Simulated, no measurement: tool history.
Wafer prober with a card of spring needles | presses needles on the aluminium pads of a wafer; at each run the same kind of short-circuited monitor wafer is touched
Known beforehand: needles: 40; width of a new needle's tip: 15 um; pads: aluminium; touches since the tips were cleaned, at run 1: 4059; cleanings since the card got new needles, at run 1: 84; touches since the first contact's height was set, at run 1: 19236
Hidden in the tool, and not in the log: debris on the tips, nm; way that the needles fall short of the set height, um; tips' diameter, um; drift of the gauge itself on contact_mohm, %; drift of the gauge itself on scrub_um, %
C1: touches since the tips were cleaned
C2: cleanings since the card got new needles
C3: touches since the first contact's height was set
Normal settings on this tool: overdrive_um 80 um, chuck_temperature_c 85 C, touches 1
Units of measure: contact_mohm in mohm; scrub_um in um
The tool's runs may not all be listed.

Run 1, hour 0.0: usual settings; C1 4059; C2 84; C3 19236. Result: contact_mohm 157 mohm, scrub_um 22.12 um.
At hour 1.2: tips cleaned on abrasive film.
At hour 11.7: tips cleaned on abrasive film.
At hour 21.7: tips cleaned on abrasive film.
Run 2, hour 23.3: usual settings; C1 768; C2 87; C3 30358. Result: contact_mohm 154 mohm, scrub_um 21.97 um.
At hour 31.0: tips cleaned on abrasive film.
At hour 40.2: tips cleaned on abrasive film.
Run 3, hour 40.4: usual settings; C1 62; C2 89; C3 38551. Result: contact_mohm 158 mohm, scrub_um 21.99 um.
At hour 50.7: tips cleaned on abrasive film.
Run 4, hour 51.6: usual settings; C1 433; C2 90; C3 43949. Result: contact_mohm 157 mohm, scrub_um 21.89 um.
At hour 60.9: tips cleaned on abrasive film.
Run 5, hour 66.9: usual settings but overdrive_um 79 um; C1 2879; C2 91; C3 51297. Result: contact_mohm 156 mohm, scrub_um 21.57 um.
At hour 71.5: tips cleaned on abrasive film.
At hour 82.2: tips cleaned on abrasive film.
Run 6, hour 83.5: usual settings but overdrive_um 79 um; C1 633; C2 93; C3 59249. Result: contact_mohm 156 mohm, scrub_um 21.69 um.
At hour 92.8: tips cleaned on abrasive film.
Run 7, hour 100.4: usual settings; C1 3716; C2 94; C3 67404. Result: contact_mohm 154 mohm, scrub_um 22.20 um.
At hour 102.5: tips cleaned on abrasive film.
At hour 113.3: tips cleaned on abrasive film.
At hour 123.0: tips cleaned on abrasive film.
Run 8, hour 123.0: usual settings but touches 2; C1 0; C2 97; C3 78188. Result: contact_mohm 151 mohm, scrub_um 21.91 um.
At hour 133.6: tips cleaned on abrasive film.
Run 9, hour 138.3: usual settings but chuck_temperature_c 124 C, touches 2; C1 2300; C2 98; C3 85566. Result: contact_mohm 162 mohm, scrub_um 21.88 um.
At hour 144.3: tips cleaned on abrasive film.
Run 10, hour 150.6: usual settings but chuck_temperature_c 124 C, touches 2; C1 3038; C2 99; C3 91452. Result: contact_mohm 163 mohm, scrub_um 21.86 um.
At hour 155.2: tips cleaned on abrasive film.
At hour 165.4: tips cleaned on abrasive film.
Run 11, hour 172.7: usual settings but touches 2; C1 3532; C2 101; C3 102044. Result: contact_mohm 155 mohm, scrub_um 21.77 um.
At hour 174.5: tips cleaned on abrasive film.
At hour 184.0: tips cleaned on abrasive film.
Run 12, hour 187.2: usual settings but touches 2; C1 1522; C2 103; C3 108979. Result: contact_mohm 155 mohm, scrub_um 21.65 um.
At hour 193.7: tips cleaned on abrasive film.
At hour 204.0: tips cleaned on abrasive film.
Run 13, hour 211.5: usual settings but touches 2; C1 3637; C2 105; C3 120655. Result: contact_mohm 157 mohm, scrub_um 21.73 um.
At hour 214.7: tips cleaned on abrasive film.
At hour 224.1: tips cleaned on abrasive film.
Run 14, hour 230.1: usual settings but touches 2; C1 2901; C2 107; C3 129573. Result: contact_mohm 156 mohm, scrub_um 21.61 um.
At hour 233.9: tips cleaned on abrasive film.
At hour 244.0: tips cleaned on abrasive film.
At hour 253.4: tips cleaned on abrasive film.
Run 15, hour 254.1: usual settings but touches 2; C1 374; C2 110; C3 141072. Result: contact_mohm 156 mohm, scrub_um 21.55 um.
At hour 263.4: tips cleaned on abrasive film.
At hour 272.8: tips cleaned on abrasive film.
Run 16, hour 278.8: usual settings but overdrive_um 66 um, chuck_temperature_c 44 C, touches 2; C1 2928; C2 112; C3 152930. Result: contact_mohm 153 mohm, scrub_um 17.77 um.
At hour 283.4: tips cleaned on abrasive film.
At hour 294.3: tips cleaned on abrasive film.
Run 17, hour 302.7: usual settings but overdrive_um 93 um, chuck_temperature_c 42 C, touches 2; C1 4076; C2 114; C3 164386. Result: contact_mohm 147 mohm, scrub_um 25.04 um.
At hour 305.0: tips cleaned on abrasive film.
At hour 306.9: gauge calibrated.
At hour 314.5: tips cleaned on abrasive film.
At hour 323.7: tips cleaned on abrasive film.
Run 18, hour 323.7: usual settings but overdrive_um 97 um, chuck_temperature_c 89 C; C1 0; C2 117; C3 174432. Result: contact_mohm 152 mohm, scrub_um 26.65 um.
At hour 333.6: tips cleaned on abrasive film.
At hour 343.6: tips cleaned on abrasive film.
Run 19, hour 344.0: usual settings but overdrive_um 97 um, chuck_temperature_c 89 C; C1 226; C2 119; C3 184174. Result: contact_mohm 154 mohm, scrub_um 26.52 um.
At hour 353.9: tips cleaned on abrasive film.
Run 20, hour 361.5: usual settings but chuck_temperature_c 29 C, touches 2; C1 3678; C2 120; C3 192577. Result: contact_mohm 145 mohm, scrub_um 21.94 um.
At hour 363.8: tips cleaned on abrasive film.
At hour 374.6: tips cleaned on abrasive film.
Run 21, hour 378.5: usual settings but chuck_temperature_c 29 C, touches 2; C1 1886; C2 122; C3 200717. Result: contact_mohm 146 mohm, scrub_um 21.80 um.
At hour 385.3: tips cleaned on abrasive film.
At hour 395.1: tips cleaned on abrasive film.
Run 22, hour 398.2: usual settings but chuck_temperature_c 29 C, touches 2; C1 1490; C2 124; C3 210159. Result: contact_mohm 146 mohm, scrub_um 21.85 um.
At hour 401.7: height of the first contact set anew.
At hour 406.2: tips cleaned on abrasive film.
At hour 415.5: tips cleaned on abrasive film.
At hour 424.7: tips cleaned on abrasive film.
Run 23, hour 425.9: usual settings but chuck_temperature_c 29 C, touches 2; C1 584; C2 127; C3 11569. Result: contact_mohm 145 mohm, scrub_um 21.91 um.
At hour 435.8: tips cleaned on abrasive film.
At hour 445.7: tips cleaned on abrasive film.
Run 24, hour 448.1: usual settings but overdrive_um 78 um, chuck_temperature_c 49 C, touches 2; C1 1183; C2 129; C3 22231. Result: contact_mohm 149 mohm, scrub_um 21.19 um.
At hour 456.3: tips cleaned on abrasive film.
Run 25, hour 463.3: usual settings but overdrive_um 78 um, chuck_temperature_c 49 C, touches 2; C1 3390; C2 130; C3 29528. Result: contact_mohm 150 mohm, scrub_um 21.35 um.
At hour 467.2: tips cleaned on abrasive film.
At hour 476.8: tips cleaned on abrasive film.
Run 26, hour 482.0: usual settings but overdrive_um 78 um, chuck_temperature_c 49 C, touches 2; C1 2501; C2 132; C3 38496. Result: contact_mohm 150 mohm, scrub_um 21.25 um.
At hour 487.2: tips cleaned on abrasive film.
At hour 497.6: tips cleaned on abrasive film.
Run 27, hour 503.4: usual settings but touches 2; C1 2782; C2 134; C3 48752. Result: contact_mohm 156 mohm, scrub_um 21.75 um.
At hour 508.0: tips cleaned on abrasive film.
At hour 518.1: tips cleaned on abrasive film.
At hour 528.2: tips cleaned on abrasive film.
Run 28, hour 529.2: usual settings but touches 2; C1 505; C2 137; C3 61120. Result: contact_mohm 155 mohm, scrub_um 21.68 um.
At hour 539.0: tips cleaned on abrasive film.
At hour 548.6: tips cleaned on abrasive film.
Run 29, hour 554.5: usual settings but overdrive_um 62 um, chuck_temperature_c 42 C; C1 2817; C2 139; C3 73259. Result: contact_mohm 151 mohm, scrub_um 16.89 um.
At hour 558.4: tips cleaned on abrasive film.
Run 30, hour 566.2: usual settings but overdrive_um 62 um, chuck_temperature_c 42 C; C1 3796; C2 140; C3 78895. Result: contact_mohm 151 mohm, scrub_um 16.74 um.

3 options for the next run, each taken on its own from the tool as it stands now. Forecast them:
At hour 568.5: tips cleaned on abrasive film.
At hour 578.5: tips cleaned on abrasive film.
At hour 587.7: tips cleaned on abrasive film.
Run A, hour 587.7: usual settings but overdrive_um 74 um, chuck_temperature_c 104 C; C1 0; C2 143; C3 89143. Result: contact_mohm ?, scrub_um ?.
At hour 568.5: tips cleaned on abrasive film.
At hour 578.5: tips cleaned on abrasive film.
At hour 587.7: tips cleaned on abrasive film.
Run B, hour 587.7: usual settings; C1 0; C2 143; C3 89143. Result: contact_mohm ?, scrub_um ?.
At hour 568.5: tips cleaned on abrasive film.
At hour 578.5: tips cleaned on abrasive film.
At hour 587.7: tips cleaned on abrasive film.
Run C, hour 587.7: usual settings but chuck_temperature_c 80 C; C1 0; C2 143; C3 89143. Result: contact_mohm ?, scrub_um ?.

run  contact_mohm  scrub_um
  A           162     19.88
  B           154     21.68
  C           154     21.58
Stripped of hidden state, with their random variation kept, the same runs would have yielded:
run  contact_mohm  scrub_um
  A           162     20.39
  B           154     22.24
  C           154     22.14

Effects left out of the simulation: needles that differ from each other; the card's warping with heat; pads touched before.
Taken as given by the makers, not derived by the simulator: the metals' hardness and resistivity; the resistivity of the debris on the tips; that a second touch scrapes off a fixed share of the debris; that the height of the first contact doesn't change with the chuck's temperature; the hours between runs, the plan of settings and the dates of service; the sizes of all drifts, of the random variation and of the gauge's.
